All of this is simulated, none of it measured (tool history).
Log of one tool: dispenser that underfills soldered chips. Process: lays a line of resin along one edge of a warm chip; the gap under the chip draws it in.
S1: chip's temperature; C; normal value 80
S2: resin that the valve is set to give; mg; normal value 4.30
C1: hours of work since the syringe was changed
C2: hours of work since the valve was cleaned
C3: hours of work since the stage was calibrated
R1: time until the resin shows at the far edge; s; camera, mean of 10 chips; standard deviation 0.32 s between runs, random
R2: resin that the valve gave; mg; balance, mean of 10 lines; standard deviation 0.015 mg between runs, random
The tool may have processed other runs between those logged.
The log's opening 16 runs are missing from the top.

run,hour,S1,S2,C1,C2,C3,R1,R2
17,93.5,67,4.12,11,32,286,42.4,4.00
# hour 94.4: new syringe of resin
18,98.5,84,4.38,3,35,290,13.0,4.27
19,102.8,80,5.59,7,39,293,19.3,5.42
# hour 109.2: new syringe of resin
20,109.6,87,5.40,0,44,298,9.3,5.24
21,116.6,85,5.53,6,49,304,15.4,5.29
22,121.6,80,3.71,10,53,308,27.0,3.54
# hour 123.8: new syringe of resin
23,129.1,80,3.71,4,59,313,17.8,3.53
24,133.8,80,3.71,8,63,317,23.2,3.51
# hour 139.0: new syringe of resin
25,141.1,80,4.24,2,68,322,13.1,3.99
26,148.2,80,3.94,7,74,328,21.6,3.71
# hour 153.6: new syringe of resin
27,155.9,84,4.08,2,79,334,12.0,3.81
28,160.1,76,4.50,5,83,337,19.9,4.22
29,164.0,91,3.71,8,86,340,18.3,3.44
# hour 166.1: dispensing valve cleaned and set on the balance
30,168.8,65,3.90,11,2,343,46.4,3.89
# hour 169.8: new syringe of resin
31,174.0,71,4.47,3,6,347,19.7,4.41
32,178.8,93,5.26,7,10,351,13.6,5.20
# hour 184.6: new syringe of resin
33,184.9,93,5.26,0,14,355,8.6,5.20
34,190.7,66,5.50,5,19,360,25.3,5.41

Predict each of these 4 candidate next runs independently; none follows another, all start after run 34:
A,194.5,71,4.61,8,22,363,?,?
B,194.5,92,5.14,8,22,363,?,?
C,194.5,88,4.30,8,22,363,?,?
D,194.5,78,4.18,8,22,363,?,?

run,R1,R2
A,28.1,4.53
B,14.6,5.06
C,17.7,4.23
D,22.3,4.09
Without the tool's hidden state the same runs would have given:
run,R1,R2
A,14.0,4.62
B,7.0,5.16
C,8.7,4.32
D,10.6,4.17
